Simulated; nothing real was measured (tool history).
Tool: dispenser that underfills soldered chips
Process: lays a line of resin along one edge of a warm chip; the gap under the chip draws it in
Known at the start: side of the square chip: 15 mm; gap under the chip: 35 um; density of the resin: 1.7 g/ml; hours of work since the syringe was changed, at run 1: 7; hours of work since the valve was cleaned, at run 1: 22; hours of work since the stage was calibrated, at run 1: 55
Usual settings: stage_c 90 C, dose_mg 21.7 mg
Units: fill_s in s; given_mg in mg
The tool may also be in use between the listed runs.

run,hour,stage_c,dose_mg,hours of work since the syringe was changed,hours of work since the valve was cleaned,hours of work since the stage was calibrated,fill_s,given_mg
1,0.0,90,21.7,7,22,55,325.9,21.30
# hour 5.0: new syringe of resin
2,5.0,90,21.7,0,25,58,252.0,21.37
3,10.1,90,21.7,4,29,62,287.4,21.30
# hour 19.7: new syringe of resin
4,20.7,92,21.7,1,36,69,246.4,21.32
5,29.5,92,21.7,7,43,75,297.8,21.17
# hour 34.3: new syringe of resin
6,34.5,92,21.7,0,46,79,241.0,21.15
# hour 43.8: dispensing valve cleaned and set on the balance
7,46.0,90,21.7,8,2,86,333.2,21.81
# hour 49.6: new syringe of resin
8,51.3,90,22.7,1,5,90,266.1,22.69
9,56.3,90,22.7,5,9,93,302.5,22.83
10,62.9,90,19.8,10,13,98,350.6,19.65
# hour 64.1: new syringe of resin
11,71.3,90,19.8,5,19,104,305.0,19.65
12,76.2,90,21.7,9,23,107,343.6,21.37
# hour 79.1: new syringe of resin
13,84.5,90,21.7,4,28,113,290.2,21.31
# hour 93.8: new syringe of resin
14,95.3,90,21.7,1,36,121,266.8,21.18
15,103.2,90,21.7,7,42,126,321.7,21.13
16,107.5,90,21.7,10,45,129,354.2,21.15
# hour 108.4: new syringe of resin
17,113.3,90,21.7,3,49,133,283.2,21.13
# hour 118.7: dispensing valve cleaned and set on the balance
# hour 123.8: new syringe of resin
18,125.1,90,21.7,1,4,141,265.1,21.67
19,131.8,90,25.9,6,9,146,304.0,25.65
# hour 138.2: new syringe of resin
20,138.2,99,21.7,0,14,150,174.6,21.50
21,147.1,97,25.0,6,20,156,230.2,24.68
# hour 153.0: new syringe of resin
22,154.7,89,23.1,1,25,162,278.6,22.53
23,163.8,91,21.4,8,32,168,318.9,20.94
# hour 167.7: new syringe of resin
24,173.9,99,20.9,4,39,175,198.5,20.44
# hour 182.5: new syringe of resin
25,183.0,99,20.9,0,45,181,177.2,20.22
26,190.1,99,20.9,5,50,186,210.5,20.21
# hour 193.7: dispensing valve cleaned and set on the balance
# hour 198.3: new syringe of resin
27,198.7,90,19.8,0,3,192,254.0,19.72
28,203.5,75,23.6,4,7,195,546.5,23.33
29,208.6,102,20.6,7,10,199,198.3,20.47
# hour 212.8: new syringe of resin
30,216.5,81,21.7,3,16,204,407.5,21.49
31,221.2,80,24.6,6,19,207,467.3,24.18
# hour 228.0: new syringe of resin
32,229.6,80,24.6,1,25,213,409.7,24.15
33,238.1,80,24.6,7,31,219,502.0,23.94
# hour 242.9: new syringe of resin
34,246.5,78,19.8,3,37,225,490.4,19.32
35,252.1,98,18.7,7,41,229,232.6,18.23

How the hidden state differs across the entries between the runs, from the last listed run before each to the first after it:
Between runs 1 and 2: new syringe of resin (hour 5.0)
  resin's viscosity, % of fresh resin's: 127 -> 99.2; dose that the valve gives, % of what is set: 98.67 -> 98.45
  measured less the result without the state, fill_s: +65.2 -> -6.2 s; given_mg: -0.28 -> -0.34 mg
Between runs 3 and 4: new syringe of resin (hour 19.7)
  resin's viscosity, % of fresh resin's: 111.9 -> 103; dose that the valve gives, % of what is set: 98.2 -> 97.72; true chip temperature over the reading, C: 0.42 -> 0.44
  measured less the result without the state, fill_s: +26.4 -> +3.2 s; given_mg: -0.39 -> -0.50 mg
Between runs 5 and 6: new syringe of resin (hour 34.3)
  resin's viscosity, % of fresh resin's: 127.2 -> 102.1; dose that the valve gives, % of what is set: 97.28 -> 97.09; true chip temperature over the reading, C: 0.45 -> 0.46
  measured less the result without the state, fill_s: +59.9 -> +1.0 s; given_mg: -0.59 -> -0.64 mg
Between runs 6 and 7: dispensing valve cleaned and set on the balance (hour 43.8)
  resin's viscosity, % of fresh resin's: 102.1 -> 131.4; dose that the valve gives, % of what is set: 97.09 -> 100.21; true chip temperature over the reading, C: 0.46 -> 0.48
  measured less the result without the state, fill_s: +1.0 -> +74.3 s; given_mg: -0.64 -> +0.04 mg
Between runs 7 and 8: new syringe of resin (hour 49.6)
  resin's viscosity, % of fresh resin's: 131.4 -> 104.5; dose that the valve gives, % of what is set: 100.21 -> 99.99
  measured less the result without the state, fill_s: +74.3 -> +6.1 s; given_mg: +0.04 -> +0.00 mg
Between runs 10 and 11: new syringe of resin (hour 64.1)
  resin's viscosity, % of fresh resin's: 137.9 -> 118.7; dose that the valve gives, % of what is set: 99.46 -> 99.12; true chip temperature over the reading, C: 0.5 -> 0.51
  measured less the result without the state, fill_s: +91.0 -> +42.7 s; given_mg: -0.11 -> -0.18 mg
Between runs 12 and 13: new syringe of resin (hour 79.1)
  resin's viscosity, % of fresh resin's: 133.3 -> 113.1; dose that the valve gives, % of what is set: 98.88 -> 98.51; true chip temperature over the reading, C: 0.52 -> 0.53
  measured less the result without the state, fill_s: +80.4 -> +28.1 s; given_mg: -0.24 -> -0.32 mg
Between runs 13 and 14: new syringe of resin (hour 93.8)
  resin's viscosity, % of fresh resin's: 113.1 -> 103.8; dose that the valve gives, % of what is set: 98.51 -> 98.06; true chip temperature over the reading, C: 0.53 -> 0.55
  measured less the result without the state, fill_s: +28.1 -> +4.3 s; given_mg: -0.32 -> -0.42 mg
Between runs 16 and 17: new syringe of resin (hour 108.4)
  resin's viscosity, % of fresh resin's: 138.8 -> 111.5; dose that the valve gives, % of what is set: 97.49 -> 97.26; true chip temperature over the reading, C: 0.57 -> 0.58
  measured less the result without the state, fill_s: +93.2 -> +23.7 s; given_mg: -0.54 -> -0.60 mg
Between runs 17 and 18: dispensing valve cleaned and set on the balance (hour 118.7); new syringe of resin (hour 123.8)
  resin's viscosity, % of fresh resin's: 111.5 -> 104.1; dose that the valve gives, % of what is set: 97.26 -> 99.49; true chip temperature over the reading, C: 0.58 -> 0.59
  measured less the result without the state, fill_s: +23.7 -> +3.9 s; given_mg: -0.60 -> -0.11 mg
Between runs 19 and 20: new syringe of resin (hour 138.2)
  resin's viscosity, % of fresh resin's: 122.1 -> 99.2; dose that the valve gives, % of what is set: 99.21 -> 98.95; true chip temperature over the reading, C: 0.6 -> 0.61
  measured less the result without the state, fill_s: +48.6 -> -5.6 s; given_mg: -0.20 -> -0.23 mg
Between runs 21 and 22: new syringe of resin (hour 153.0)
  resin's viscosity, % of fresh resin's: 122.7 -> 105; dose that the valve gives, % of what is set: 98.57 -> 98.23; true chip temperature over the reading, C: 0.63 -> 0.64
  measured less the result without the state, fill_s: +37.7 -> +6.2 s; given_mg: -0.36 -> -0.40 mg
Between runs 23 and 24: new syringe of resin (hour 167.7)
  resin's viscosity, % of fresh resin's: 130.4 -> 115.4; dose that the valve gives, % of what is set: 97.84 -> 97.39; true chip temperature over the reading, C: 0.65 -> 0.67
  measured less the result without the state, fill_s: +68.0 -> +22.4 s; given_mg: -0.46 -> -0.55 mg
Between runs 24 and 25: new syringe of resin (hour 182.5)
  resin's viscosity, % of fresh resin's: 115.4 -> 101; dose that the valve gives, % of what is set: 97.39 -> 96.98; true chip temperature over the reading, C: 0.67 -> 0.68
  measured less the result without the state, fill_s: +22.4 -> -2.4 s; given_mg: -0.55 -> -0.63 mg
Between runs 26 and 27: dispensing valve cleaned and set on the balance (hour 193.7); new syringe of resin (hour 198.3)
  resin's viscosity, % of fresh resin's: 119.7 -> 100.6; dose that the valve gives, % of what is set: 96.65 -> 99.64; true chip temperature over the reading, C: 0.69 -> 0.7
  measured less the result without the state, fill_s: +30.5 -> -6.1 s; given_mg: -0.69 -> -0.07 mg
Between runs 29 and 30: new syringe of resin (hour 212.8)
  resin's viscosity, % of fresh resin's: 127.3 -> 107.7; dose that the valve gives, % of what is set: 99.16 -> 98.84; true chip temperature over the reading, C: 0.72 -> 0.73
  measured less the result without the state, fill_s: +38.1 -> +16.8 s; given_mg: -0.18 -> -0.25 mg
Between runs 31 and 32: new syringe of resin (hour 228.0)
  resin's viscosity, % of fresh resin's: 120.3 -> 104.6; dose that the valve gives, % of what is set: 98.64 -> 98.29; true chip temperature over the reading, C: 0.74 -> 0.75
  measured less the result without the state, fill_s: +66.0 -> +4.8 s; given_mg: -0.33 -> -0.42 mg
Between runs 33 and 34: new syringe of resin (hour 242.9)
  resin's viscosity, % of fresh resin's: 128.1 -> 111; dose that the valve gives, % of what is set: 97.89 -> 97.51; true chip temperature over the reading, C: 0.76 -> 0.78
  measured less the result without the state, fill_s: +96.7 -> +34.6 s; given_mg: -0.51 -> -0.50 mg

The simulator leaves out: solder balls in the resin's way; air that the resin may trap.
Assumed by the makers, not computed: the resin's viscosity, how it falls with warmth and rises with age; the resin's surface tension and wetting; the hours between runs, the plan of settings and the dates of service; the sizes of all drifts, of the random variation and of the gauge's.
